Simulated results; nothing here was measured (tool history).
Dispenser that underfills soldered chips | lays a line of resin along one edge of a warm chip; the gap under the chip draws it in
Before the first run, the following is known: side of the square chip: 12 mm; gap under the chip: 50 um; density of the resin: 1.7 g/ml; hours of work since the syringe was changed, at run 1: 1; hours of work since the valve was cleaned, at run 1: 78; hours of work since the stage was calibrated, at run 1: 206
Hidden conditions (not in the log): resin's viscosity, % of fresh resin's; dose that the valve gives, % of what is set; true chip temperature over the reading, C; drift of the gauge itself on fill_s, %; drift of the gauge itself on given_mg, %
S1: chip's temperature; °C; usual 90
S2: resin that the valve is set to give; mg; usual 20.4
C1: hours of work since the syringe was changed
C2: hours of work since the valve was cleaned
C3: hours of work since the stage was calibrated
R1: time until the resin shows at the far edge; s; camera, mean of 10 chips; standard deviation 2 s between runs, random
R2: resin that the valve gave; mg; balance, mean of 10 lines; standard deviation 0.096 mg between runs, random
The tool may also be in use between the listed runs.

run,hour,S1,S2,C1,C2,C3,R1,R2
1,0,90,20.4,1,78,206,206.5,18.92
2,10.7,90,20.4,8,85,213,335.3,18.92
# hour 13.3: new syringe of resin
3,20,76,20.4,4,91,219,485,18.76
# hour 28.5: new syringe of resin
4,31.2,76,20.4,2,98,226,396.4,18.58
5,39.5,76,20.4,7,104,231,582.9,18.52
# hour 43.6: new syringe of resin
6,53.9,76,20.4,7,113,241,561.3,18.39
# hour 58.3: new syringe of resin
# hour 61.4: dispensing valve cleaned and set on the balance
7,70.1,76,20.4,7,6,250,555.9,20.47
# hour 74: new syringe of resin
8,78.5,76,20.4,3,11,256,415.6,20.13
9,86.6,76,20.4,8,16,261,611.8,20.13
# hour 88.8: new syringe of resin
10,100.7,90,21.5,8,26,270,326.3,21.01
# hour 103.6: new syringe of resin
11,113.7,90,17.6,7,34,279,318.7,17.26
# hour 118.7: new syringe of resin
12,127.2,98,18.8,6,43,288,204.2,17.98
# hour 133.8: new syringe of resin
13,134.7,97,24,1,48,292,143.4,22.82
14,145.5,97,24,8,55,299,238.6,22.77
# hour 148.4: new syringe of resin
15,154.4,83,26.1,4,60,305,319.4,24.52
# hour 163.9: new syringe of resin
16,167,83,26.1,2,69,313,286.6,24.38
17,173.5,77,19.2,6,73,318,505.4,17.97
# hour 178.7: new syringe of resin
18,180,83,21.9,1,77,322,269.2,20.35
19,187.2,99,23.1,6,82,326,192.6,21.36

Predict the results of run 20:
# hour 193.9: new syringe of resin
20,198.4,85,24.5,3,89,334,?,?

{"run 20": {"R1": 275.5, "R2": 22.38}}
Were there no unlogged condition in the tool, this run, its random variation unchanged, would have produced R1 243.3 s, R2 24.44 mg.

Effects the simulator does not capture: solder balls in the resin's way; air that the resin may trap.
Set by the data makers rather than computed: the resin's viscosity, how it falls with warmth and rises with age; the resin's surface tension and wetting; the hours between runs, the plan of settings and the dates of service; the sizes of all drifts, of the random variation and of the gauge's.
